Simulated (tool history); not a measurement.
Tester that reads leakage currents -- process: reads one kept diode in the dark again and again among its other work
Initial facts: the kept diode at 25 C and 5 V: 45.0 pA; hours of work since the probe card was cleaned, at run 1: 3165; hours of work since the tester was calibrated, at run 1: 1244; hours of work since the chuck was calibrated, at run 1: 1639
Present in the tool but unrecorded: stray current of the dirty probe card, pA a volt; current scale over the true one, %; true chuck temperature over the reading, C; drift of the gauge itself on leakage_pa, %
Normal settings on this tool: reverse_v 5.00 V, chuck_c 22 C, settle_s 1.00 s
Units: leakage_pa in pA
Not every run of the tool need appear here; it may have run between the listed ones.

run,hour,reverse_v,chuck_c,settle_s,hours of work since the probe card was cleaned,hours of work since the tester was calibrated,hours of work since the chuck was calibrated,leakage_pa
1,0.0,5.00,22,1.00,3165,1244,1639,50.65
# hour 54.4: chuck's temperature calibrated
2,208.3,5.00,22,1.00,3280,1360,86,44.84
3,350.2,5.00,22,1.00,3360,1439,165,45.19
4,512.7,1.09,22,1.00,3451,1530,256,23.86
5,622.2,1.09,22,1.00,3512,1591,318,24.00
# hour 756.4: probe card cleaned and baked
6,829.4,5.00,22,1.00,41,1705,432,38.52
7,967.3,5.00,22,1.00,118,1783,509,38.99
8,1163.3,5.00,22,1.00,228,1892,619,39.79
9,1375.1,5.00,22,1.00,346,2011,737,40.55
10,1544.9,5.00,22,1.00,441,2106,832,40.82
11,1749.5,2.80,42,5.93,555,2220,947,164.15
12,1959.9,2.80,42,5.93,673,2338,1064,166.13
13,2101.3,3.52,23,5.93,752,2417,1143,39.66
# hour 2126.6: tester calibrated
14,2325.0,3.52,23,5.93,876,111,1267,40.67
15,2575.8,3.52,23,5.93,1017,251,1408,41.23
16,2760.6,2.14,23,5.93,1120,355,1511,34.86
17,2950.8,2.14,23,5.93,1226,461,1617,35.62
# hour 3030.7: chuck's temperature calibrated
18,3077.2,8.07,23,1.34,1296,531,26,52.70
# hour 3252.7: tester calibrated, once more
19,3336.2,8.07,34,0.50,1440,47,170,126.47
20,3522.5,2.04,23,1.78,1544,151,274,31.25

Consider 5 possible next runs. They are alternatives, not a sequence: every one starts from the tool as it was left by run 20. What does each give?
A,3675.9,2.04,23,0.42,1630,237,360,?
B,3675.9,1.16,22,1.00,1630,237,360,?
C,3675.9,5.00,22,0.99,1630,237,360,?
D,3675.9,1.89,22,0.38,1630,237,360,?
E,3675.9,1.71,22,1.00,1630,237,360,?

run,leakage_pa
A,32.98
B,23.75
C,42.05
D,29.61
E,27.51
The same runs, with their run-to-run variation unchanged, on a tool lacking any hidden condition would have given:
run,leakage_pa
A,30.04
B,21.81
C,36.55
D,26.93
E,24.99
